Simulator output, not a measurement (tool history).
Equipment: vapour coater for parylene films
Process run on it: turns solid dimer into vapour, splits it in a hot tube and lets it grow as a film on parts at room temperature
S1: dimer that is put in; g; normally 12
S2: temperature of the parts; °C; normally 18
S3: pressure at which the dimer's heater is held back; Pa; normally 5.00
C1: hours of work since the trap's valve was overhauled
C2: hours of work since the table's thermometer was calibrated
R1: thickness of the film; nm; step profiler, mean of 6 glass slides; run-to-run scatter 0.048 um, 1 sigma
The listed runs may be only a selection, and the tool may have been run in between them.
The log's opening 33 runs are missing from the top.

{"run": 34, "hour": 680.3, "S1": 9, "S2": 11, "S3": 11.65, "C1": 100, "C2": 381, "R1": 3570}
{"run": 35, "hour": 695.9, "S1": 8, "S2": 14, "S3": 2.43, "C1": 114, "C2": 395, "R1": 4380}
{"run": 36, "hour": 712.6, "S1": 5, "S2": 18, "S3": 8.64, "C1": 129, "C2": 410, "R1": 1880}
{"run": 37, "hour": 727.1, "S1": 14, "S2": 11, "S3": 7.69, "C1": 142, "C2": 423, "R1": 6190}
{"run": 38, "hour": 742.0, "S1": 12, "S2": 28, "S3": 6.25, "C1": 155, "C2": 436, "R1": 4080}
{"run": 39, "hour": 765.3, "S1": 12, "S2": 28, "S3": 6.25, "C1": 176, "C2": 457, "R1": 3970}
{"run": 40, "hour": 794.0, "S1": 12, "S2": 28, "S3": 6.25, "C1": 202, "C2": 483, "R1": 4040}
{"run": 41, "hour": 807.3, "S1": 18, "S2": 15, "S3": 6.85, "C1": 213, "C2": 495, "R1": 7400}
{"run": 42, "hour": 819.8, "S1": 12, "S2": 18, "S3": 4.31, "C1": 225, "C2": 506, "R1": 5140}
{"run": 43, "hour": 837.4, "S1": 14, "S2": 21, "S3": 4.28, "C1": 240, "C2": 522, "R1": 5680}
{"hour": 852.6, "done": "trap's valve overhauled"}
{"run": 44, "hour": 869.2, "S1": 14, "S2": 21, "S3": 4.28, "C1": 15, "C2": 547, "R1": 6140}
{"run": 45, "hour": 897.8, "S1": 12, "S2": 18, "S3": 5.61, "C1": 41, "C2": 573, "R1": 5200}
{"run": 46, "hour": 927.9, "S1": 12, "S2": 29, "S3": 2.11, "C1": 68, "C2": 600, "R1": 5450}
{"run": 47, "hour": 956.8, "S1": 22, "S2": 27, "S3": 7.82, "C1": 93, "C2": 625, "R1": 7360}

Each row is a separate what-if for the run after 47, all from the same tool condition, not one after another. Results?
{"run": "A", "hour": 972.3, "S1": 19, "S2": 17, "S3": 10.61, "C1": 107, "C2": 639, "R1": "?"}
{"run": "B", "hour": 972.3, "S1": 19, "S2": 14, "S3": 5.0, "C1": 107, "C2": 639, "R1": "?"}
{"run": "C", "hour": 972.3, "S1": 9, "S2": 11, "S3": 2.45, "C1": 107, "C2": 639, "R1": "?"}
{"run": "D", "hour": 972.3, "S1": 14, "S2": 15, "S3": 6.39, "C1": 107, "C2": 639, "R1": "?"}

run=A R1=7070
run=B R1=8910
run=C R1=5270
run=D R1=6030
What these runs would have given with no unlogged condition in the tool:
run=A R1=7410
run=B R1=9340
run=C R1=5530
run=D R1=6330
